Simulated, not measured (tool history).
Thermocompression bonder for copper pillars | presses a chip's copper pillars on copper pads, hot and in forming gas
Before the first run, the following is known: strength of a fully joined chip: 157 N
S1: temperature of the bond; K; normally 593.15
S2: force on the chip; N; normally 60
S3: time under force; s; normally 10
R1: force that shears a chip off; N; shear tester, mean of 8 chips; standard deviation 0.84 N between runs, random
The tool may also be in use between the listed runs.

{"run": 1, "hour": 0.0, "S1": 593.15, "S2": 60, "S3": 10, "R1": 64.3}
{"run": 2, "hour": 9.2, "S1": 593.15, "S2": 60, "S3": 10, "R1": 64.6}
{"run": 3, "hour": 16.4, "S1": 593.15, "S2": 60, "S3": 10, "R1": 63}
{"run": 4, "hour": 25.1, "S1": 593.15, "S2": 60, "S3": 10, "R1": 64.1}
{"run": 5, "hour": 30.5, "S1": 593.15, "S2": 60, "S3": 10, "R1": 64.2}
{"run": 6, "hour": 41.0, "S1": 593.15, "S2": 74, "S3": 10, "R1": 77.5}
{"run": 7, "hour": 50.2, "S1": 593.15, "S2": 74, "S3": 10, "R1": 77.9}
{"run": 8, "hour": 57.7, "S1": 593.15, "S2": 60, "S3": 10, "R1": 62.6}
{"run": 9, "hour": 62.7, "S1": 593.15, "S2": 42, "S3": 10, "R1": 40.6}
{"run": 10, "hour": 68.2, "S1": 598.15, "S2": 42, "S3": 10, "R1": 44.5}
{"run": 11, "hour": 79.2, "S1": 598.15, "S2": 42, "S3": 10, "R1": 45.1}
{"run": 12, "hour": 88.1, "S1": 593.15, "S2": 60, "S3": 26, "R1": 86.7}
{"hour": 91.1, "done": "heater calibrated with a thermocouple chip"}
{"run": 13, "hour": 96.6, "S1": 593.15, "S2": 58, "S3": 8, "R1": 56.4}
{"run": 14, "hour": 105.5, "S1": 593.15, "S2": 58, "S3": 16, "R1": 71.7}
{"run": 15, "hour": 114.0, "S1": 569.15, "S2": 58, "S3": 13, "R1": 47.7}
{"hour": 120.0, "done": "heater calibrated with a thermocouple chip, once more"}
{"run": 16, "hour": 123.9, "S1": 569.15, "S2": 58, "S3": 13, "R1": 45}
{"run": 17, "hour": 131.1, "S1": 569.15, "S2": 64, "S3": 13, "R1": 49.4}

Branching from run 17: 5 alternative next runs. What would each branch give?
{"run": "A", "hour": 136.8, "S1": 587.15, "S2": 57, "S3": 10, "R1": "?"}
{"run": "B", "hour": 136.8, "S1": 579.15, "S2": 44, "S3": 11, "R1": "?"}
{"run": "C", "hour": 136.8, "S1": 616.15, "S2": 60, "S3": 22, "R1": "?"}
{"run": "D", "hour": 136.8, "S1": 612.15, "S2": 86, "S3": 9, "R1": "?"}
{"run": "E", "hour": 136.8, "S1": 623.15, "S2": 54, "S3": 21, "R1": "?"}

run=A R1=52
run=B R1=34.4
run=C R1=101.5
run=D R1=100.3
run=E R1=97.7
With no hidden state in the tool, these same runs would have given:
run=A R1=59
run=B R1=39.3
run=C R1=111.6
run=D R1=110.4
run=E R1=107.6
